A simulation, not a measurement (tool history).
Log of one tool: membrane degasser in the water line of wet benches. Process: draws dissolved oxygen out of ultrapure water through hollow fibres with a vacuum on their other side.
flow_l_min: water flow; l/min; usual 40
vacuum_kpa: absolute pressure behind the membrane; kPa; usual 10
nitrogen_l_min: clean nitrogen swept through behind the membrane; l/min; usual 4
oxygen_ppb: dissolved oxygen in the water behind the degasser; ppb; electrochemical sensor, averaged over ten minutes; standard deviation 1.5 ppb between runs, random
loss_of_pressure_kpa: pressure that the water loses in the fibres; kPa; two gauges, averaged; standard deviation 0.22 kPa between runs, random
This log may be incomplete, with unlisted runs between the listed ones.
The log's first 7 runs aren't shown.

run    hour  flow_l_min  vacuum_kpa  nitrogen_l_min  oxygen_ppb  loss_of_pressure_kpa
  8   246.6          43        19.7               4       411.3                 55.98
  9   275.6          43        19.7               4       411.1                  55.9
 10     311          43        19.7               4       417.1                 56.12
 11   354.6          43        19.7               4       408.4                 55.74
 12   389.9          43        19.7               4       414.6                 55.56
 13     429          43        19.7               4       411.6                 55.75
 14   456.6          43        19.7               4         414                 55.51
 15   494.5          40        22.9               4       447.8                 51.86
 16   531.1          40        22.9               4       452.8                 51.74
 17     559          40          10               4       166.8                  51.2
 18   599.5          48        24.2            2.59       821.5                 61.69
 19   628.8          61         8.5               4       245.4                 78.82
 20   678.3          40          10            1.68       347.6                 51.63
 21   717.1          24        23.3            1.68       612.4                 31.01
 22   750.2          40         7.9            8.52        60.9                 51.93
 23   776.5          46          13            8.52       147.1                 59.39
      782.3  -- seals of the vacuum lines changed
 24   827.5          26          13             4.4         141                 33.08
 25     852          26          25            2.63       481.8                 33.52
 26   896.1          61         7.9             8.9       145.6                 78.27
 27   929.2          47          10               4         205                 60.06
 28   951.5          47          10               4       200.1                 60.31
 29     992          47          10               4       204.2                 59.99
 30  1013.2          40         7.1               4       100.6                 51.52
 31  1036.2          45          10            2.66       270.3                 57.85
 32  1079.9          58        11.4            2.66       426.4                 73.69

Run 33, settings as shown, results not yet in. Your forecast:
 33  1120.7          35        10.7            2.66           ?                     ?

{"run 33": {"oxygen_ppb": 225.6, "loss_of_pressure_kpa": 44.21}}
On a tool with no hidden condition, and with the same random variation, this run would have come out at oxygen_ppb 225.5 ppb, loss_of_pressure_kpa 45.41 kPa.
